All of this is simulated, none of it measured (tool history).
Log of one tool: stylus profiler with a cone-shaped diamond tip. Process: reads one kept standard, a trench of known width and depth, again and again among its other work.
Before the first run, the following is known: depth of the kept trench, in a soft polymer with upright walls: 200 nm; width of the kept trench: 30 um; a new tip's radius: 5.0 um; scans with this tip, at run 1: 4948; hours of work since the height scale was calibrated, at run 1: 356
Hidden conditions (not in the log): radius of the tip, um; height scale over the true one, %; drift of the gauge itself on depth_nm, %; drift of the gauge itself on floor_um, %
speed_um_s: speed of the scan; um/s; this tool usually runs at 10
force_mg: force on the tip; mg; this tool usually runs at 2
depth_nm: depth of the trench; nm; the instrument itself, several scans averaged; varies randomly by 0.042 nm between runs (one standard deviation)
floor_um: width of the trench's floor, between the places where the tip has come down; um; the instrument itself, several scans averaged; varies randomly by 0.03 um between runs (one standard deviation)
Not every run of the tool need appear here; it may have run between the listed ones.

run,hour,speed_um_s,force_mg,scans with this tip,hours of work since the height scale was calibrated,depth_nm,floor_um
1,0,10,2,4948,356,201.51,26.27
2,28.3,10,2,5169,372,201.52,26.26
3,62.3,5,2,5434,391,201.51,26.31
4,81.8,5,2,5587,402,201.44,26.22
5,103.7,5,5.2,5758,414,202.63,26.24
6,126.5,5,5.2,5936,427,202.66,26.16
# hour 129.4: height scale calibrated on a step standard
7,148.4,2,2,6103,11,201.59,26.18
8,172.3,10,2,6290,24,201.65,26.08
9,206.7,10,2,6558,43,201.67,26.08
# hour 210.4: height scale calibrated on a step standard, once more
10,240.4,10,3.32,6817,17,201.98,26
11,256,16,1.66,6939,26,201.32,25.95
12,273,16,1.66,7072,35,201.26,25.95
13,307.4,3,2.79,7341,54,201.81,25.97
14,342.2,25,5.42,7612,74,202.61,25.81
15,369.2,11,1.97,7824,89,201.42,25.86
16,388.2,11,1.97,7972,100,201.34,25.87
17,411.3,10,1.7,8152,113,201.36,25.8
18,437.5,22,3.25,8357,128,202.02,25.73
19,455.2,22,3.25,8495,137,201.96,25.68

A few steps of depth_nm between consecutive runs. Split each: what settings, incoming material and random variation would produce without the hidden state, and what is left over for the hidden state, along with gauge scatter present in only one of the two compared results (measured, and without hidden state):
Run 9 -> 10: force_mg 2 -> 3.32, height scale calibrated on a step standard, once more. depth_nm +0.31 nm: hidden state -0.22, all else +0.53.
Run 14 -> 15: speed_um_s 25 -> 11, force_mg 5.42 -> 1.97. depth_nm -1.19 nm: hidden state +0.01, all else -1.2.

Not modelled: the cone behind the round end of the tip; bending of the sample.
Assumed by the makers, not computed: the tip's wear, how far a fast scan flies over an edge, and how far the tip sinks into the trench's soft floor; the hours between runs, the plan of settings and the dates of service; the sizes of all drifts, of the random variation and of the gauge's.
